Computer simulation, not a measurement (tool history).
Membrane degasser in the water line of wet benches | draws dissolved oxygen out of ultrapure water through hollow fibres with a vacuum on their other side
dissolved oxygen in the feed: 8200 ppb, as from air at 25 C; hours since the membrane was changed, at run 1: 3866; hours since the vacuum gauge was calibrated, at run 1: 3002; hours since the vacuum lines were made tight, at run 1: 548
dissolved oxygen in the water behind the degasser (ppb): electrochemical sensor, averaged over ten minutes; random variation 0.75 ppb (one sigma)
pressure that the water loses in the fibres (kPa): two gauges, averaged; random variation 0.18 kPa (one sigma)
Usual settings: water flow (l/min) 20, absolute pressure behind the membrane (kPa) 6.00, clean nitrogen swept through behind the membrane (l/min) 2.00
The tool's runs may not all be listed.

| run | hour | water flow (l/min) | absolute pressure behind the membrane (kPa) | clean nitrogen swept through behind the membrane (l/min) | hours since the membrane was changed | hours since the vacuum gauge was calibrated | hours since the vacuum lines were made tight | dissolved oxygen in the water behind the degasser (ppb) | pressure that the water loses in the fibres (kPa) |
|---|---|---|---|---|---|---|---|---|---|
| 1 | 0.0 | 20 | 6.00 | 2.00 | 3866 | 3002 | 548 | 72.1 | 35.48 |
| 2 | 205.4 | 20 | 6.00 | 2.00 | 4072 | 3208 | 753 | 72.9 | 35.26 |
| 3 | 392.9 | 20 | 4.01 | 2.00 | 4259 | 3395 | 941 | 27.4 | 35.83 |
| 4 | 501.1 | 20 | 4.01 | 1.78 | 4367 | 3503 | 1049 | 30.2 | 35.32 |
| 5 | 742.9 | 20 | 4.01 | 1.78 | 4609 | 3745 | 1291 | 29.9 | 35.78 |
| 6 | 950.1 | 20 | 6.00 | 1.36 | 4816 | 3952 | 1498 | 103.1 | 35.61 |
| 7 | 1209.6 | 20 | 6.00 | 1.36 | 5076 | 4212 | 1757 | 107.0 | 35.93 |
| 8 | 1334.3 | 20 | 6.00 | 2.00 | 5201 | 4336 | 1882 | 75.2 | 35.57 |
| 9 | 1483.7 | 20 | 6.00 | 2.00 | 5350 | 4486 | 2031 | 76.4 | 35.63 |
| 10 | 1693.2 | 20 | 6.00 | 2.00 | 5560 | 4695 | 2241 | 74.6 | 35.71 |
| 11 | 1825.6 | 20 | 6.00 | 2.00 | 5692 | 4828 | 2373 | 75.9 | 35.88 |
| 12 | 1970.8 | 20 | 6.00 | 2.00 | 5837 | 4973 | 2519 | 77.1 | 35.79 |
| 13 | 2153.9 | 20 | 6.00 | 2.00 | 6020 | 5156 | 2702 | 76.8 | 35.91 |
| 14 | 2386.5 | 20 | 6.00 | 2.00 | 6253 | 5389 | 2934 | 77.2 | 36.19 |
| 15 | 2555.6 | 20 | 6.00 | 2.00 | 6422 | 5558 | 3103 | 77.0 | 36.07 |
| 16 | 2787.5 | 20 | 6.00 | 2.00 | 6654 | 5790 | 3335 | 76.8 | 36.12 |
|  | 2798.7 | vacuum gauge calibrated |
| 17 | 2945.5 | 15 | 6.00 | 1.52 | 6811 | 147 | 3493 | 77.7 | 27.16 |
| 18 | 3164.4 | 30 | 5.00 | 1.07 | 7030 | 366 | 3712 | 159.3 | 54.15 |
| 19 | 3271.0 | 30 | 5.00 | 1.07 | 7137 | 472 | 3818 | 163.9 | 53.92 |
|  | 3317.9 | vacuum gauge calibrated, once more |
| 20 | 3415.9 | 20 | 11.94 | 2.00 | 7281 | 98 | 3963 | 208.2 | 36.27 |
| 21 | 3592.2 | 20 | 5.65 | 3.14 | 7458 | 274 | 4139 | 43.8 | 36.04 |
| 22 | 3745.6 | 12 | 3.97 | 4.88 | 7611 | 428 | 4292 | 5.3 | 21.66 |
| 23 | 3866.6 | 12 | 3.97 | 5.90 | 7732 | 549 | 4413 | 4.7 | 21.85 |
| 24 | 4035.9 | 12 | 3.97 | 5.90 | 7901 | 718 | 4583 | 4.0 | 21.82 |
| 25 | 4175.8 | 22 | 6.00 | 3.44 | 8041 | 858 | 4723 | 50.6 | 40.04 |
| 26 | 4396.9 | 22 | 6.00 | 3.44 | 8262 | 1079 | 4944 | 52.3 | 39.76 |
| 27 | 4645.4 | 22 | 6.00 | 3.44 | 8511 | 1327 | 5192 | 52.6 | 40.10 |
| 28 | 4775.5 | 19 | 6.00 | 5.52 | 8641 | 1458 | 5322 | 28.5 | 34.78 |
| 29 | 5004.6 | 26 | 5.84 | 1.29 | 8870 | 1687 | 5551 | 137.7 | 47.69 |
| 30 | 5216.1 | 20 | 6.00 | 1.96 | 9081 | 1898 | 5763 | 74.3 | 36.52 |
| 31 | 5376.1 | 20 | 4.54 | 5.22 | 9241 | 2058 | 5923 | 19.4 | 36.54 |
| 32 | 5579.0 | 25 | 3.99 | 2.00 | 9444 | 2261 | 6126 | 40.1 | 45.66 |

Hidden state or all else? Some run-to-run changes of dissolved oxygen in the water behind the degasser (ppb), split into what the settings, what came in and random variation would give without the hidden state, and what is left for the hidden state (with any gauge scatter that isn't in both results):
The hidden state here: membrane still open, %; true pressure behind the membrane over the reading, kPa; air that leaks in behind the membrane, l/min; drift of the gauge itself on oxygen_ppb, %; drift of the gauge itself on loss_of_pressure_kpa, %.
Run 17 -> 18: water flow (l/min) 15 -> 30, absolute pressure behind the membrane (kPa) 6.00 -> 5.00, clean nitrogen swept through behind the membrane (l/min) 1.52 -> 1.07. dissolved oxygen in the water behind the degasser (ppb) +81.6: hidden state +21.4, all else +60.2.
Run 19 -> 20: water flow (l/min) 30 -> 20, absolute pressure behind the membrane (kPa) 5.00 -> 11.94, clean nitrogen swept through behind the membrane (l/min) 1.07 -> 2.00, vacuum gauge calibrated, once more. dissolved oxygen in the water behind the degasser (ppb) +44.3: hidden state -31.0, all else +75.3.
Run 20 -> 21: absolute pressure behind the membrane (kPa) 11.94 -> 5.65, clean nitrogen swept through behind the membrane (l/min) 2.00 -> 3.14. dissolved oxygen in the water behind the degasser (ppb) -164.4: hidden state -1.5, all else -162.9.
Run 28 -> 29: water flow (l/min) 19 -> 26, absolute pressure behind the membrane (kPa) 6.00 -> 5.84, clean nitrogen swept through behind the membrane (l/min) 5.52 -> 1.29. dissolved oxygen in the water behind the degasser (ppb) +109.2: hidden state +7.3, all else +101.9.

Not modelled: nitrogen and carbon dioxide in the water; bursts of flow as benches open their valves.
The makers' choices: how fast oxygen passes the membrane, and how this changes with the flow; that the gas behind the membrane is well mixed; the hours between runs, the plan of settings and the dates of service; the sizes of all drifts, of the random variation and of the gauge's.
